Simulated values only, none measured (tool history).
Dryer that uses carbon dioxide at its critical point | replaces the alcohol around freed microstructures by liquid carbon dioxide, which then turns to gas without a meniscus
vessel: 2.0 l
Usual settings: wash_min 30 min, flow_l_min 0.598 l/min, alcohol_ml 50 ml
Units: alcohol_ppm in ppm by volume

| run | day | wash_min | flow_l_min | alcohol_ml | alcohol_ppm |
|---|---|---|---|---|---|
| 1 | 0 | 30 | 0.598 | 50 | 98 |
| 2 | 0.617 | 30 | 0.598 | 61 | 107 |
| 3 | 1.654 | 30 | 0.598 | 61 | 105 |
|  | 2.008 | inlet filter changed |
| 4 | 2.271 | 30 | 0.598 | 50 | 67 |
| 5 | 2.917 | 30 | 0.598 | 50 | 65 |
| 6 | 3.971 | 30 | 0.598 | 50 | 69 |
| 7 | 4.55 | 30 | 0.598 | 50 | 79 |
| 8 | 5.325 | 32 | 0.598 | 50 | 67 |
| 9 | 5.917 | 32 | 0.598 | 50 | 62 |
| 10 | 6.462 | 32 | 0.598 | 50 | 66 |
| 11 | 7.583 | 32 | 0.598 | 50 | 74 |
| 12 | 8.4 | 40 | 0.874 | 35 | 65 |
| 13 | 9.092 | 24 | 0.405 | 50 | 598 |
| 14 | 9.888 | 24 | 0.405 | 50 | 602 |
| 15 | 11.033 | 30 | 0.598 | 63 | 95 |
| 16 | 11.875 | 21 | 0.363 | 50 | 1308 |
| 17 | 13.1 | 21 | 0.363 | 50 | 1331 |
| 18 | 14.083 | 21 | 0.464 | 50 | 617 |
| 19 | 14.796 | 21 | 0.464 | 50 | 641 |
| 20 | 15.496 | 21 | 0.464 | 50 | 647 |
| 21 | 16.025 | 21 | 0.464 | 50 | 660 |
| 22 | 17.054 | 37 | 0.598 | 68 | 92 |

Forecast each of these 5 alternatives for the next run:
| A | 17.862 | 40 | 0.931 | 61 | ? |
| B | 17.862 | 39 | 0.665 | 68 | ? |
| C | 17.862 | 20 | 0.472 | 79 | ? |
| D | 17.862 | 29 | 0.775 | 45 | ? |
| E | 17.862 | 47 | 0.619 | 50 | ? |

| run | alcohol_ppm |
|---|---|
| A | 79 |
| B | 85 |
| C | 1124 |
| D | 84 |
| E | 79 |
Without the tool's hidden state the same runs would have given:
| run | alcohol_ppm |
|---|---|
| A | 1 |
| B | 4 |
| C | 764 |
| D | 0 |
| E | 0 |
